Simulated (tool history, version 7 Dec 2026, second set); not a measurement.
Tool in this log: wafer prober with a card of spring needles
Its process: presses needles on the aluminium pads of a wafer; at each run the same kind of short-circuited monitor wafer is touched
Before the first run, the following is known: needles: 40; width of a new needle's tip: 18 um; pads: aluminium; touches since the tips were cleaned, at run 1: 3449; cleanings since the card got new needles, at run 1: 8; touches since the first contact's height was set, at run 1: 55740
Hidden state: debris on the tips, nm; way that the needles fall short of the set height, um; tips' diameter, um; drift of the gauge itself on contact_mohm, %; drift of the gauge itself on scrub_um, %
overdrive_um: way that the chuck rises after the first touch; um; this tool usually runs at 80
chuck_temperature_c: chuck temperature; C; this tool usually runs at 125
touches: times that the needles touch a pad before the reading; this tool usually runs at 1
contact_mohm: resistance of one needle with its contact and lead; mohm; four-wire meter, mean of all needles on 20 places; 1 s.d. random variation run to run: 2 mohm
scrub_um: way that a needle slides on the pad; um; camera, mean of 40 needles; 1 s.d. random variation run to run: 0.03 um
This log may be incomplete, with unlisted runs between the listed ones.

run   hour  overdrive_um  chuck_temperature_c  touches  touches since the tips were cleaned  cleanings since the card got new needles  touches since the first contact's height was set  contact_mohm  scrub_um
  1      0            80                  125        1                                 3449                                         8                                             55740           272     19.57
      16.2  -- tips cleaned on abrasive film
  2   17.2            80                  125        1                                  140                                         9                                             58025           231     19.52
  3     40            80                  125        1                                 3187                                         9                                             61072           267     19.52
  4   53.8            80                  125        1                                 5037                                         9                                             62922           281     19.56
      57.6  -- tips cleaned on abrasive film
  5   77.1            80                  125        1                                 2602                                        10                                             66019           263     19.53
  6   89.2            80                  125        1                                 4221                                        10                                             67638           275     19.51
      98.6  -- tips cleaned on abrasive film
  7  108.7            80                   25        1                                 1347                                        11                                             70229           236     19.52
  8  127.4            80                   25        1                                 3847                                        11                                             72729           255      19.5
     140.2  -- tips cleaned on abrasive film
  9  150.9            80                   65        1                                 1420                                        12                                             75849           239     19.45
 10  162.6            80                   65        1                                 2985                                        12                                             77414           257     19.47
 11  177.8            80                   65        1                                 5023                                        12                                             79452           274     19.47
     181.8  -- tips cleaned on abrasive film
 12    195            80                   65        1                                 1764                                        13                                             81729           243      19.5
 13  208.3            63                   65        1                                 3545                                        13                                             83510           292     15.25
     224.7  -- tips cleaned on abrasive film
 14  230.9            63                   65        1                                  833                                        14                                             86515           236     15.21
     233.5  -- height of the first contact set anew
 15  242.2            98                   88        2                                 2305                                        14                                              1166           229     23.67
 16  260.9            62                   29        1                                 4797                                        14                                              3658           311     14.82
     267.5  -- tips cleaned on abrasive film
     276.5  -- height of the first contact set anew, once more
 17    284            84                   63        1                                 2158                                        15                                              1001           246     20.77
 18    305            84                   63        1                                 4964                                        15                                              3807           268     20.77
     310.7  -- tips cleaned on abrasive film
 19  331.1            70                   38        1                                 2725                                        16                                              7287           263     17.26
 20    346            91                  125        1                                 4716                                        16                                              9278           262     22.46
     353.4  -- tips cleaned on abrasive film
 21  370.9            80                  124        1                                 2340                                        17                                             12585           263     19.74
     394.7  -- tips cleaned on abrasive film
 22  395.9            81                   50        1                                  159                                        18                                             15915           214     19.91
 23  416.1            71                   55        1                                 2855                                        18                                             18611           270     17.49
 24  431.5            88                  125        1                                 4922                                        18                                             20678           265     21.66
     436.2  -- tips cleaned on abrasive film
 25  455.5            61                   72        1                                 2585                                        19                                             23869           284     14.97
     477.9  -- tips cleaned on abrasive film
 26  481.9            80                  125        2                                  535                                        20                                             27385           228     19.62
 27  493.2            80                  125        2                                 2050                                        20                                             28900           240     19.65

Each row is a separate what-if for the run after 27, all from the same tool condition, not one after another. Results?
     518.8  -- tips cleaned on abrasive film
  A  519.8            62                   37        2                                  124                                        21                                             32429             ?         ?
     518.8  -- tips cleaned on abrasive film
  B  519.8            80                   73        1                                  124                                        21                                             32429             ?         ?
     518.8  -- tips cleaned on abrasive film
  C  519.8            70                   99        2                                  124                                        21                                             32429             ?         ?
     518.8  -- tips cleaned on abrasive film
  D  519.8            67                   38        2                                  124                                        21                                             32429             ?         ?
     518.8  -- tips cleaned on abrasive film
  E  519.8            80                  125        1                                  124                                        21                                             32429             ?         ?

run  contact_mohm  scrub_um
  A           216     15.15
  B           222      19.6
  C           225     17.12
  D           216     16.43
  E           232     19.55
The same runs, with their run-to-run variation unchanged, on a tool lacking any hidden condition would have given:
run  contact_mohm  scrub_um
  A           205     15.32
  B           212     19.77
  C           217     17.28
  D           207      16.6
  E           223     19.72
